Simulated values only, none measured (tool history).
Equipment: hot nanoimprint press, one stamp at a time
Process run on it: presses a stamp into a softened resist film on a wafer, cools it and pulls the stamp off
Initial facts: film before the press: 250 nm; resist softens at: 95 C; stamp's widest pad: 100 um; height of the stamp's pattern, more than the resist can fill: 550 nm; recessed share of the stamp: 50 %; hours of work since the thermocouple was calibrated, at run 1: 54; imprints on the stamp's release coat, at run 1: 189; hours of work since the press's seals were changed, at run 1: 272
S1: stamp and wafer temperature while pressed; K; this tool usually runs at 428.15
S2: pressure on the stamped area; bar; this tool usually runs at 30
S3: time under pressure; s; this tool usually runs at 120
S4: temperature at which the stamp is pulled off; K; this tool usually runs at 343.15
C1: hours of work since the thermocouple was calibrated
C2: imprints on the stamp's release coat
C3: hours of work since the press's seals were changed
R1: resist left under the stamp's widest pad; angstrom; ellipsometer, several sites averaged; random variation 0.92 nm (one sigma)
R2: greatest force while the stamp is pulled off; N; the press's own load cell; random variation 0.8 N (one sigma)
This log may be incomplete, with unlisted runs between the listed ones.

run 1 hour=0 | S1=428.15 S2=30 S3=120 S4=343.15 | C1=54 C2=189 C3=272 | R1=1398 R2=127.1
run 2 hour=6 | S1=428.15 S2=30 S3=120 S4=343.15 | C1=58 C2=206 C3=276 | R1=1394 R2=125.9
run 3 hour=18.7 | S1=428.15 S2=30 S3=120 S4=343.15 | C1=66 C2=240 C3=284 | R1=1387 R2=125.8
run 4 hour=28.9 | S1=428.15 S2=32.2 S3=120 S4=343.15 | C1=72 C2=268 C3=290 | R1=1360 R2=125.8
run 5 hour=34.5 | S1=428.15 S2=32.2 S3=120 S4=343.15 | C1=75 C2=284 C3=293 | R1=1342 R2=126.2
run 6 hour=47.4 | S1=428.15 S2=32.2 S3=120 S4=343.15 | C1=83 C2=319 C3=301 | R1=1354 R2=127.3
run 7 hour=56.2 | S1=426.15 S2=32.2 S3=120 S4=343.15 | C1=88 C2=343 C3=307 | R1=1474 R2=130.1
run 8 hour=69.3 | S1=428.15 S2=30 S3=120 S4=343.15 | C1=96 C2=379 C3=315 | R1=1406 R2=126.6
run 9 hour=81.8 | S1=428.15 S2=30 S3=120 S4=343.15 | C1=104 C2=413 C3=322 | R1=1406 R2=127.1
run 10 hour=88.9 | S1=428.15 S2=30 S3=120 S4=343.15 | C1=108 C2=432 C3=326 | R1=1419 R2=129.5
run 11 hour=102.4 | S1=418.15 S2=30 S3=120 S4=343.15 | C1=117 C2=469 C3=335 | R1=2024 R2=130.4
run 12 hour=109.2 | S1=428.15 S2=30 S3=120 S4=343.15 | C1=121 C2=488 C3=339 | R1=1397 R2=129.1
run 13 hour=115.8 | S1=426.15 S2=30 S3=120 S4=343.15 | C1=125 C2=506 C3=343 | R1=1536 R2=130.1
run 14 hour=121.8 | S1=428.15 S2=30 S3=120 S4=332.15 | C1=128 C2=522 C3=347 | R1=1402 R2=149.9
run 15 hour=134.2 | S1=428.15 S2=30 S3=120 S4=348.15 | C1=136 C2=556 C3=354 | R1=1405 R2=122.1
run 16 hour=140 | S1=428.15 S2=30 S3=120 S4=348.15 | C1=139 C2=572 C3=358 | R1=1415 R2=122
run 17 hour=153.9 | S1=428.15 S2=40.5 S3=120 S4=343.15 | C1=148 C2=610 C3=366 | R1=1242 R2=132.6
run 18 hour=159.7 | S1=428.15 S2=40.5 S3=102 S4=336.15 | C1=151 C2=626 C3=370 | R1=1299 R2=146.3
-- hour=163.8 plate thermocouple calibrated
run 19 hour=171.8 | S1=428.15 S2=40.5 S3=102 S4=336.15 | C1=5 C2=651 C3=375 | R1=1324 R2=146
run 20 hour=178 | S1=430.15 S2=30 S3=74 S4=329.15 | C1=9 C2=668 C3=379 | R1=1526 R2=158
-- hour=192.8 plate thermocouple calibrated, once more
run 21 hour=194.3 | S1=428.15 S2=37.1 S3=120 S4=349.15 | C1=1 C2=704 C3=387 | R1=1269 R2=120.7
run 22 hour=202 | S1=434.15 S2=30 S3=120 S4=343.15 | C1=6 C2=725 C3=392 | R1=1072 R2=134.5
run 23 hour=213.5 | S1=418.15 S2=20.5 S3=129 S4=343.15 | C1=13 C2=756 C3=399 | R1=2147 R2=133.1
run 24 hour=225.5 | S1=419.15 S2=39 S3=129 S4=343.15 | C1=20 C2=789 C3=406 | R1=1768 R2=133.2
run 25 hour=235.3 | S1=419.15 S2=39 S3=129 S4=343.15 | C1=26 C2=816 C3=412 | R1=1771 R2=131.7
run 26 hour=248.2 | S1=428.15 S2=33 S3=158 S4=345.15 | C1=34 C2=851 C3=420 | R1=1231 R2=131.2
-- hour=259.9 stamp cleaned and given a new release coat
run 27 hour=259.9 | S1=428.15 S2=32.3 S3=96 S4=345.15 | C1=37 C2=0 C3=423 | R1=1470 R2=120.7
run 28 hour=269.9 | S1=425.15 S2=36.2 S3=67 S4=336.15 | C1=43 C2=27 C3=429 | R1=1719 R2=134.8
run 29 hour=280.2 | S1=425.15 S2=32.3 S3=67 S4=344.15 | C1=50 C2=55 C3=436 | R1=1799 R2=121.5

Here are 5 independent what-if runs from the current tool condition. What would each one return?
run A hour=294.2 | S1=429.15 S2=41.5 S3=120 S4=348.15 | C1=58 C2=93 C3=444 | R1=? R2=?
run B hour=294.2 | S1=428.15 S2=19.1 S3=119 S4=343.15 | C1=58 C2=93 C3=444 | R1=? R2=?
run C hour=294.2 | S1=416.15 S2=32.3 S3=67 S4=334.15 | C1=58 C2=93 C3=444 | R1=? R2=?
run D hour=294.2 | S1=425.15 S2=26.1 S3=67 S4=344.15 | C1=58 C2=93 C3=444 | R1=? R2=?
run E hour=294.2 | S1=425.15 S2=21 S3=63 S4=349.15 | C1=58 C2=93 C3=444 | R1=? R2=?

run=A R1=1160 R2=116.2
run=B R1=1704 R2=124.7
run=C R1=2250 R2=138.1
run=D R1=1919 R2=122.8
run=E R1=2063 R2=114.7
The same runs, with their run-to-run variation unchanged, on a tool lacking any hidden condition would have given:
run=A R1=1100 R2=114.1
run=B R1=1656 R2=122.6
run=C R1=2214 R2=135.9
run=D R1=1869 R2=120.7
run=E R1=2023 R2=112.7
